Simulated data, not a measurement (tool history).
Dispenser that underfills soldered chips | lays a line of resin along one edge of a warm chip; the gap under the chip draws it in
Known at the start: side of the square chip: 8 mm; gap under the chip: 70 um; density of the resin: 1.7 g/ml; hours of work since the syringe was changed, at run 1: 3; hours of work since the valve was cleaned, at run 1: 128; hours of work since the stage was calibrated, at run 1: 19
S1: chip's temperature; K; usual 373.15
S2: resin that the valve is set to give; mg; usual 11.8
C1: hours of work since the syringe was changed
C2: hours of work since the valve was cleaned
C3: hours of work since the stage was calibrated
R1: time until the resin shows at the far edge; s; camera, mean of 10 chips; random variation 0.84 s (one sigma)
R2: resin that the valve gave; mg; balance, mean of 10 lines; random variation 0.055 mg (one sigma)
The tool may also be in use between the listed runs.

| run | day | S1 | S2 | C1 | C2 | C3 | R1 | R2 |
|---|---|---|---|---|---|---|---|---|
| 1 | 0 | 373.15 | 11.8 | 3 | 128 | 19 | 91.9 | 10.63 |
|  | 0.142 | new syringe of resin |
| 2 | 0.183 | 373.15 | 11.8 | 1 | 131 | 21 | 83.7 | 10.57 |
| 3 | 0.296 | 373.15 | 10.8 | 2 | 133 | 23 | 92.3 | 9.71 |
| 4 | 0.45 | 373.15 | 10.8 | 5 | 135 | 26 | 104.8 | 9.75 |
|  | 0.471 | new syringe of resin |
| 5 | 0.617 | 373.15 | 10.8 | 2 | 138 | 28 | 90.7 | 9.71 |
|  | 0.796 | dispensing valve cleaned and set on the balance |
| 6 | 0.812 | 373.15 | 10.8 | 5 | 0 | 31 | 96.8 | 10.82 |
|  | 0.854 | new syringe of resin |
| 7 | 0.946 | 373.15 | 11.8 | 1 | 2 | 33 | 82.1 | 11.8 |
| 8 | 1.083 | 368.15 | 11.8 | 4 | 4 | 35 | 110 | 11.91 |
|  | 1.188 | new syringe of resin |
| 9 | 1.262 | 368.15 | 11.8 | 1 | 7 | 37 | 100.9 | 11.87 |
| 10 | 1.354 | 373.15 | 11.8 | 3 | 9 | 39 | 89.5 | 11.79 |
| 11 | 1.483 | 373.15 | 11.8 | 5 | 11 | 41 | 98.5 | 11.74 |
|  | 1.529 | new syringe of resin |
| 12 | 1.692 | 373.15 | 11.8 | 3 | 14 | 44 | 89.6 | 11.7 |
| 13 | 1.817 | 367.15 | 11.8 | 5 | 16 | 46 | 122.6 | 11.68 |
|  | 1.862 | new syringe of resin |
| 14 | 1.979 | 371.15 | 11.8 | 2 | 18 | 48 | 94.6 | 11.62 |
| 15 | 2.108 | 371.15 | 11.8 | 4 | 20 | 50 | 102 | 11.6 |
|  | 2.2 | new syringe of resin |
| 16 | 2.279 | 368.15 | 11.8 | 1 | 23 | 53 | 103.6 | 11.64 |
| 17 | 2.425 | 368.15 | 11.8 | 4 | 25 | 55 | 114.4 | 11.47 |
| 18 | 2.517 | 368.15 | 11.8 | 5 | 26 | 57 | 121.2 | 11.61 |
|  | 2.542 | new syringe of resin |
| 19 | 2.683 | 378.15 | 15.2 | 2 | 29 | 59 | 72.8 | 14.95 |
|  | 2.875 | new syringe of resin |
| 20 | 2.892 | 378.15 | 15.2 | 0 | 32 | 62 | 65.4 | 14.78 |
| 21 | 2.996 | 375.15 | 10 | 2 | 34 | 64 | 85 | 9.77 |
| 22 | 3.138 | 376.15 | 14.8 | 4 | 36 | 66 | 85.4 | 14.37 |
|  | 3.208 | new syringe of resin |
| 23 | 3.317 | 358.15 | 11.1 | 2 | 39 | 69 | 154.9 | 10.91 |

Run 24 comes next. What will it give?
| 24 | 3.462 | 361.15 | 13.6 | 4 | 41 | 71 | ? | ? |

R1: 148.9 s
R2: 13.16 mg
Without the tool's hidden state the same run would have given R1 119.2 s, R2 13.54 mg.
